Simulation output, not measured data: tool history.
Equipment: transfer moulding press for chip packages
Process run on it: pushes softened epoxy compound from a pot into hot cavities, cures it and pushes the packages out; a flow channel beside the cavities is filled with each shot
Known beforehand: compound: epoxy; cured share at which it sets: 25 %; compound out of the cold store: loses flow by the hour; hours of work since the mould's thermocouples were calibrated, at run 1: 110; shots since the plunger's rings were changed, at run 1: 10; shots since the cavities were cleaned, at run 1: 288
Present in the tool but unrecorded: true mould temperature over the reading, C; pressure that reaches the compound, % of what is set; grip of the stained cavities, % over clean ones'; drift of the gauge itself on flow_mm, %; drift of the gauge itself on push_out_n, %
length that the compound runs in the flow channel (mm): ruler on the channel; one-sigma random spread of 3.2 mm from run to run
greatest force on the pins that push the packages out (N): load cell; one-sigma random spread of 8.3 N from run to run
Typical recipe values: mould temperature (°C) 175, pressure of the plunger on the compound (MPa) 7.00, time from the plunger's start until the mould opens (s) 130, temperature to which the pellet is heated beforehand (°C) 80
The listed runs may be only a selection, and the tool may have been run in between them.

run,day,mould temperature (°C),pressure of the plunger on the compound (MPa),time from the plunger's start until the mould opens (s),temperature to which the pellet is heated beforehand (°C),hours of work since the mould's thermocouples were calibrated,shots since the plunger's rings were changed,shots since the cavities were cleaned,incoming compound's hours out of the cold store,length that the compound runs in the flow channel (mm),greatest force on the pins that push the packages out (N)
1,0.000,175,7.00,130,80,110,10,288,35.0,864,574
2,1.175,175,7.00,140,80,128,286,564,14.7,1023,613
3,2.304,175,7.00,130,80,145,551,829,16.9,990,742
4,3.425,175,7.00,130,80,162,814,1092,20.4,961,751
# day 3.658: cavities cleaned with cleaning compound and waxed
5,5.625,175,6.50,130,80,195,1315,461,41.7,774,580
6,7.767,175,6.50,130,80,228,1819,965,32.1,832,711
# day 8.500: cavities cleaned with cleaning compound and waxed
7,9.204,175,7.00,130,80,249,2141,166,46.6,764,463
8,10.738,175,7.00,130,80,272,2501,526,31.0,864,621
9,12.388,175,8.64,130,80,298,2887,912,23.7,1017,694
# day 13.433: cavities cleaned with cleaning compound and waxed
10,14.658,175,8.64,130,80,331,3406,287,8.4,1145,581
# day 15.188: plunger's sealing rings changed
11,16.333,175,8.64,130,80,355,268,655,13.6,1146,706
12,17.933,175,8.64,130,80,380,644,1031,30.1,988,761
# day 18.379: cavities cleaned with cleaning compound and waxed
13,19.471,175,8.64,130,80,403,990,257,25.0,1029,558
14,20.962,175,8.64,130,80,425,1339,606,39.5,908,647
# day 21.808: mould's thermocouples calibrated
15,22.521,169,8.64,130,80,11,1686,953,38.5,934,1005
# day 23.404: cavities cleaned with cleaning compound and waxed
16,24.058,175,8.49,130,74,33,2032,154,23.0,1030,487
17,26.033,175,8.49,130,74,64,2496,618,40.0,884,649
18,27.775,178,7.00,130,80,90,2904,1026,24.8,891,699
# day 28.362: cavities cleaned with cleaning compound and waxed
19,29.196,178,7.00,130,80,111,3223,196,39.7,790,460
# day 30.542: plunger's sealing rings changed
20,31.083,168,6.46,127,80,139,127,614,23.0,938,1050
21,32.512,173,8.62,130,80,160,463,950,46.3,873,758
# day 33.421: cavities cleaned with cleaning compound and waxed
22,34.758,171,6.49,122,81,194,975,314,16.6,978,842
23,36.408,168,7.00,113,81,219,1362,701,37.9,854,1278
24,37.933,168,7.00,113,81,242,1720,1059,15.3,1018,1588
# day 38.354: cavities cleaned with cleaning compound and waxed
25,39.642,178,5.43,129,87,268,2105,301,33.6,738,483
26,40.679,173,5.43,129,87,284,2349,545,15.4,872,685
27,41.800,173,5.25,129,86,301,2612,808,45.1,665,752

Consider 4 possible next runs. They are alternatives, not a sequence: every one starts from the tool as it was left by run 27. What does each give?
# day 43.283: cavities cleaned with cleaning compound and waxed
A,43.662,175,7.00,156,82,328,3034,89,31.8,?,?
# day 43.283: cavities cleaned with cleaning compound and waxed
B,43.662,173,8.40,158,84,328,3034,89,18.2,?,?
# day 43.283: cavities cleaned with cleaning compound and waxed
C,43.662,173,5.25,129,84,328,3034,89,47.2,?,?
# day 43.283: cavities cleaned with cleaning compound and waxed
D,43.662,181,5.90,130,88,328,3034,89,34.1,?,?

run,length that the compound runs in the flow channel (mm),greatest force on the pins that push the packages out (N)
A,852,379
B,1048,383
C,650,449
D,747,363
Stripped of hidden state, with their random variation kept, the same runs would have yielded:
run,length that the compound runs in the flow channel (mm),greatest force on the pins that push the packages out (N)
A,890,322
B,1095,326
C,679,383
D,780,308
